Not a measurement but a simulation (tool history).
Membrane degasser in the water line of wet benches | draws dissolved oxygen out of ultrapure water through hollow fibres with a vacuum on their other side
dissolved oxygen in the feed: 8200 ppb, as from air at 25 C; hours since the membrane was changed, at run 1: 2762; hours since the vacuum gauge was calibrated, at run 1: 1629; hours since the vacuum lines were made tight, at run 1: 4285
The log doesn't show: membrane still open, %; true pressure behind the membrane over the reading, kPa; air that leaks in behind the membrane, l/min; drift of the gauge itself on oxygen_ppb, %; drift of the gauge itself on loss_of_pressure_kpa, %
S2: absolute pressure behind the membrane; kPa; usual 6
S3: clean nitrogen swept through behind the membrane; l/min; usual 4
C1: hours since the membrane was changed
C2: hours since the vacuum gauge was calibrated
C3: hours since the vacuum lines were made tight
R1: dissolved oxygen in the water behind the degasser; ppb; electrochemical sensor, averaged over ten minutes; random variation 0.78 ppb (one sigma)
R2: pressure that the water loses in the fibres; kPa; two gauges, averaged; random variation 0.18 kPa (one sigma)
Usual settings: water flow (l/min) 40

{"run": 1, "hour": 0.0, "water flow (l/min)": 40, "S2": 6, "S3": 4, "C1": 2762, "C2": 1629, "C3": 4285, "R1": 74, "R2": 32.62}
{"run": 2, "hour": 74.8, "water flow (l/min)": 40, "S2": 6, "S3": 4, "C1": 2836, "C2": 1704, "C3": 4360, "R1": 72.3, "R2": 32.73}
{"run": 3, "hour": 165.7, "water flow (l/min)": 40, "S2": 6, "S3": 4, "C1": 2927, "C2": 1795, "C3": 4451, "R1": 70.8, "R2": 32.7}
{"run": 4, "hour": 323.5, "water flow (l/min)": 40, "S2": 6, "S3": 4, "C1": 3085, "C2": 1953, "C3": 4608, "R1": 72.3, "R2": 32.59}
{"run": 5, "hour": 398.6, "water flow (l/min)": 40, "S2": 6, "S3": 4, "C1": 3160, "C2": 2028, "C3": 4683, "R1": 71.5, "R2": 32.97}
{"run": 6, "hour": 533.3, "water flow (l/min)": 40, "S2": 6, "S3": 4, "C1": 3295, "C2": 2162, "C3": 4818, "R1": 71.7, "R2": 32.79}
{"run": 7, "hour": 602.9, "water flow (l/min)": 40, "S2": 6, "S3": 4.65, "C1": 3364, "C2": 2232, "C3": 4888, "R1": 63.6, "R2": 32.92}
{"run": 8, "hour": 761.9, "water flow (l/min)": 40, "S2": 4.55, "S3": 4, "C1": 3523, "C2": 2391, "C3": 5047, "R1": 38.5, "R2": 33.4}
{"run": 9, "hour": 834.4, "water flow (l/min)": 40, "S2": 6, "S3": 4, "C1": 3596, "C2": 2463, "C3": 5119, "R1": 71.6, "R2": 33.2}
{"run": 10, "hour": 901.4, "water flow (l/min)": 40, "S2": 6, "S3": 4, "C1": 3663, "C2": 2530, "C3": 5186, "R1": 72.5, "R2": 32.83}
{"run": 11, "hour": 987.7, "water flow (l/min)": 40, "S2": 6, "S3": 4, "C1": 3749, "C2": 2617, "C3": 5273, "R1": 72.6, "R2": 33.24}
{"run": 12, "hour": 1133.1, "water flow (l/min)": 40, "S2": 6, "S3": 4, "C1": 3895, "C2": 2762, "C3": 5418, "R1": 72.1, "R2": 33.53}
{"run": 13, "hour": 1294.3, "water flow (l/min)": 40, "S2": 6, "S3": 4, "C1": 4056, "C2": 2923, "C3": 5579, "R1": 72.6, "R2": 33.77}
{"run": 14, "hour": 1402.7, "water flow (l/min)": 40, "S2": 6, "S3": 4, "C1": 4164, "C2": 3032, "C3": 5688, "R1": 71.4, "R2": 33.71}
{"hour": 1412.1, "done": "gauge calibrated"}
{"run": 15, "hour": 1501.3, "water flow (l/min)": 40, "S2": 6, "S3": 4, "C1": 4263, "C2": 3130, "C3": 5786, "R1": 72.3, "R2": 32.76}
{"run": 16, "hour": 1629.3, "water flow (l/min)": 40, "S2": 6, "S3": 4, "C1": 4391, "C2": 3258, "C3": 5914, "R1": 71.6, "R2": 32.8}
{"run": 17, "hour": 1782.1, "water flow (l/min)": 40, "S2": 5.09, "S3": 2.87, "C1": 4544, "C2": 3411, "C3": 6067, "R1": 67.5, "R2": 32.93}
{"run": 18, "hour": 1930.6, "water flow (l/min)": 35, "S2": 4.21, "S3": 2.85, "C1": 4692, "C2": 3560, "C3": 6215, "R1": 32.2, "R2": 28.89}
{"run": 19, "hour": 2031.0, "water flow (l/min)": 35, "S2": 4.21, "S3": 2.85, "C1": 4793, "C2": 3660, "C3": 6316, "R1": 31.6, "R2": 28.97}
{"run": 20, "hour": 2170.8, "water flow (l/min)": 27, "S2": 14.3, "S3": 5.09, "C1": 4932, "C2": 3800, "C3": 6456, "R1": 142.2, "R2": 22.43}
{"run": 21, "hour": 2256.9, "water flow (l/min)": 40, "S2": 12.74, "S3": 5.43, "C1": 5018, "C2": 3886, "C3": 6542, "R1": 172.1, "R2": 33.24}
{"run": 22, "hour": 2356.4, "water flow (l/min)": 25, "S2": 8.24, "S3": 2.88, "C1": 5118, "C2": 3985, "C3": 6641, "R1": 104.3, "R2": 20.79}
{"run": 23, "hour": 2430.2, "water flow (l/min)": 38, "S2": 4.54, "S3": 2.85, "C1": 5192, "C2": 4059, "C3": 6715, "R1": 44.7, "R2": 31.76}
{"run": 24, "hour": 2503.9, "water flow (l/min)": 40, "S2": 10.28, "S3": 1.63, "C1": 5265, "C2": 4133, "C3": 6789, "R1": 363.3, "R2": 33.4}
{"run": 25, "hour": 2658.1, "water flow (l/min)": 49, "S2": 12.89, "S3": 7.58, "C1": 5420, "C2": 4287, "C3": 6943, "R1": 166.3, "R2": 41.11}
{"run": 26, "hour": 2760.0, "water flow (l/min)": 49, "S2": 10.17, "S3": 6.31, "C1": 5522, "C2": 4389, "C3": 7045, "R1": 145.1, "R2": 41.2}
{"run": 27, "hour": 2847.8, "water flow (l/min)": 49, "S2": 10.17, "S3": 6.31, "C1": 5609, "C2": 4477, "C3": 7133, "R1": 143.5, "R2": 40.92}
{"run": 28, "hour": 3006.4, "water flow (l/min)": 46, "S2": 10.17, "S3": 3.97, "C1": 5768, "C2": 4635, "C3": 7291, "R1": 195.4, "R2": 39.02}
{"run": 29, "hour": 3162.1, "water flow (l/min)": 46, "S2": 10.17, "S3": 3.97, "C1": 5924, "C2": 4791, "C3": 7447, "R1": 197.5, "R2": 38.7}
{"run": 30, "hour": 3256.7, "water flow (l/min)": 52, "S2": 6.13, "S3": 3.97, "C1": 6018, "C2": 4886, "C3": 7542, "R1": 109.3, "R2": 44.1}
{"run": 31, "hour": 3378.1, "water flow (l/min)": 25, "S2": 5.92, "S3": 4, "C1": 6140, "C2": 5007, "C3": 7663, "R1": 41.5, "R2": 21.15}

Forecast each of these 5 alternatives for the next run:
{"run": "A", "hour": 3515.4, "water flow (l/min)": 40, "S2": 4.94, "S3": 7.54, "C1": 6277, "C2": 5144, "C3": 7800, "R1": "?", "R2": "?"}
{"run": "B", "hour": 3515.4, "water flow (l/min)": 40, "S2": 5.11, "S3": 4, "C1": 6277, "C2": 5144, "C3": 7800, "R1": "?", "R2": "?"}
{"run": "C", "hour": 3515.4, "water flow (l/min)": 25, "S2": 6.2, "S3": 7.9, "C1": 6277, "C2": 5144, "C3": 7800, "R1": "?", "R2": "?"}
{"run": "D", "hour": 3515.4, "water flow (l/min)": 40, "S2": 6, "S3": 8.07, "C1": 6277, "C2": 5144, "C3": 7800, "R1": "?", "R2": "?"}
{"run": "E", "hour": 3515.4, "water flow (l/min)": 40, "S2": 9.81, "S3": 4, "C1": 6277, "C2": 5144, "C3": 7800, "R1": "?", "R2": "?"}

run=A R1=29 R2=33.69
run=B R1=51.2 R2=33.85
run=C R1=23.5 R2=21.01
run=D R1=40.2 R2=33.6
run=E R1=162.9 R2=33.9
Without the tool's hidden state the same runs would have given:
run=A R1=28.9 R2=32.33
run=B R1=51.1 R2=32.49
run=C R1=23.5 R2=20.16
run=D R1=40.1 R2=32.24
run=E R1=162.9 R2=32.53
